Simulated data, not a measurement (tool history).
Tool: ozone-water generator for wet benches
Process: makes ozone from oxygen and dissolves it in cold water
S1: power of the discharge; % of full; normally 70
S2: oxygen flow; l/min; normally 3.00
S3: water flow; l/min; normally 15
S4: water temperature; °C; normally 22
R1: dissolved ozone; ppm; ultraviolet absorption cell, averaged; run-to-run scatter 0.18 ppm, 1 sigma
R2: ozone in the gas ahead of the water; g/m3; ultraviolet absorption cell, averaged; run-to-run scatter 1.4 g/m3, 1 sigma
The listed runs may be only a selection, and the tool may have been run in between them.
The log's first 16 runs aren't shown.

| run | hour | S1 | S2 | S3 | S4 | R1 | R2 |
|---|---|---|---|---|---|---|---|
| 17 | 355.8 | 70 | 3.00 | 15 | 22 | 24.4 | 269.2 |
| 18 | 377.5 | 70 | 1.91 | 18 | 22 | 19.3 | 343.4 |
| 19 | 396.2 | 70 | 1.91 | 18 | 22 | 19.2 | 343.7 |
| 20 | 422.9 | 63 | 2.12 | 15 | 30 | 20.6 | 306.5 |
| 21 | 438.6 | 63 | 2.12 | 15 | 30 | 20.5 | 306.4 |
| 22 | 462.0 | 63 | 2.12 | 15 | 23 | 22.4 | 309.2 |
| 23 | 490.2 | 70 | 3.00 | 20 | 22 | 18.7 | 268.2 |
| 24 | 515.1 | 70 | 3.00 | 20 | 22 | 18.4 | 269.1 |
| 25 | 543.6 | 70 | 3.00 | 16 | 22 | 23.0 | 268.5 |
| 26 | 564.5 | 70 | 2.51 | 16 | 22 | 22.7 | 294.4 |
| 27 | 577.6 | 70 | 3.00 | 24 | 23 | 15.1 | 269.3 |
| 28 | 602.9 | 62 | 4.21 | 13 | 16 | 28.2 | 208.8 |
| 29 | 625.5 | 70 | 2.28 | 19 | 22 | 18.9 | 310.3 |
| 30 | 640.8 | 51 | 1.95 | 15 | 25 | 19.3 | 284.0 |
| 31 | 658.0 | 51 | 4.39 | 15 | 26 | 19.2 | 182.8 |
| 32 | 673.6 | 75 | 3.00 | 15 | 16 | 27.3 | 280.3 |
| 33 | 690.9 | 75 | 1.98 | 18 | 16 | 21.3 | 353.6 |

Each row is a separate what-if for the run after 33, all from the same tool condition, not one after another. Results?
| A | 719.2 | 75 | 1.98 | 12 | 16 | ? | ? |
| B | 719.2 | 70 | 2.56 | 15 | 22 | ? | ? |
| C | 719.2 | 75 | 4.41 | 21 | 26 | ? | ? |

| run | R1 | R2 |
|---|---|---|
| A | 32.4 | 350.5 |
| B | 24.5 | 292.5 |
| C | 17.7 | 225.7 |
Take away the tool's hidden state, keep each run's random variation, and the runs would have read:
| run | R1 | R2 |
|---|---|---|
| A | 32.5 | 350.5 |
| B | 24.5 | 292.6 |
| C | 17.7 | 225.7 |

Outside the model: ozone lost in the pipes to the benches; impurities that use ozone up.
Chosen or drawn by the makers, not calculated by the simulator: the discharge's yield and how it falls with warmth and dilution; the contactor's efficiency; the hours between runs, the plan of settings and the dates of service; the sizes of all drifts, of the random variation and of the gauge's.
